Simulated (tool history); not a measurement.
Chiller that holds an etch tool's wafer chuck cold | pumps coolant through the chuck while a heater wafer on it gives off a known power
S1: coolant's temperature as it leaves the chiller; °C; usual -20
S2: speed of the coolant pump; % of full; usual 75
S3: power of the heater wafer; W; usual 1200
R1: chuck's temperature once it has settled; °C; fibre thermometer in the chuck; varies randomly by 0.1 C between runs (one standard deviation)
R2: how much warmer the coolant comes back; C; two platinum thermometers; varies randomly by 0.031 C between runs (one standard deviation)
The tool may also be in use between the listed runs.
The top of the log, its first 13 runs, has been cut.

Run 14, hour 1410.4: usual settings but S2 84 % of full. Result: R1 -10.4 °C, R2 2.66 C.
Run 15, hour 1483.7: usual settings but S2 76 % of full. Result: R1 -9.9 °C, R2 2.98 C.
Run 16, hour 1567.3: usual settings but S2 76 % of full. Result: R1 -9.8 °C, R2 3.00 C.
Run 17, hour 1638.2: usual settings but S2 76 % of full. Result: R1 -9.9 °C, R2 2.94 C.
Run 18, hour 1720.7: usual settings but S2 76 % of full. Result: R1 -9.8 °C, R2 2.99 C.
Run 19, hour 1842.4: usual settings but S1 -21 °C, S3 602 W. Result: R1 -16.0 °C, R2 1.62 C.
Run 20, hour 1972.4: usual settings but S1 -21 °C, S3 1635 W. Result: R1 -6.9 °C, R2 4.11 C.
Run 21, hour 2089.0: usual settings but S1 -21 °C, S3 1635 W. Result: R1 -7.1 °C, R2 4.10 C.
At hour 2162.0: chiller's thermometer calibrated.
Run 22, hour 2183.6: usual settings but S1 -21 °C, S3 1635 W. Result: R1 -7.2 °C, R2 4.10 C.
Run 23, hour 2305.0: usual settings but S1 -21 °C, S3 1241 W. Result: R1 -10.3 °C, R2 3.17 C.
Run 24, hour 2435.9: usual settings but S1 -11 °C, S2 87 % of full. Result: R1 -1.6 °C, R2 2.64 C.
Run 25, hour 2565.6: usual settings but S1 -15 °C, S2 72 % of full, S3 796 W. Result: R1 -8.1 °C, R2 2.24 C.
Run 26, hour 2656.4: usual settings but S1 -19 °C, S2 83 % of full, S3 873 W. Result: R1 -11.9 °C, R2 2.13 C.
Run 27, hour 2775.4: usual settings but S1 -18 °C, S2 85 % of full, S3 1144 W. Result: R1 -8.8 °C, R2 2.64 C.
Run 28, hour 2861.2: usual settings but S1 -18 °C, S2 85 % of full, S3 1144 W. Result: R1 -8.9 °C, R2 2.71 C.
Run 29, hour 3001.0: usual settings but S1 -18 °C, S2 85 % of full, S3 1144 W. Result: R1 -8.9 °C, R2 2.73 C.
Run 30, hour 3108.9: usual settings but S1 -30 °C, S2 98 % of full, S3 1206 W. Result: R1 -21.1 °C, R2 2.46 C.
Run 31, hour 3185.1: usual settings but S1 -30 °C, S2 98 % of full, S3 1206 W. Result: R1 -21.1 °C, R2 2.48 C.
Run 32, hour 3317.4: usual settings but S2 90 % of full. Result: R1 -10.7 °C, R2 2.64 C.
Run 33, hour 3388.7: usual settings but S1 -11 °C, S2 78 % of full, S3 658 W. Result: R1 -5.5 °C, R2 1.88 C.

Branching from run 33: 3 alternative next runs. What would each branch give?
Run A, hour 3468.2: usual settings but S1 -11 °C, S2 95 % of full, S3 658 W. Result: R1 ?, R2 ?.
Run B, hour 3468.2: usual settings but S1 -22 °C, S2 79 % of full. Result: R1 ?, R2 ?.
Run C, hour 3468.2: usual settings but S2 93 % of full. Result: R1 ?, R2 ?.

run     R1    R2
  A   -6.2  1.51
  B  -12.1  3.05
  C  -10.9  2.59
The same runs, with their run-to-run variation unchanged, on a tool lacking any hidden condition would have given:
run     R1    R2
  A   -6.2  1.15
  B  -12.1  2.69
  C  -10.9  2.23
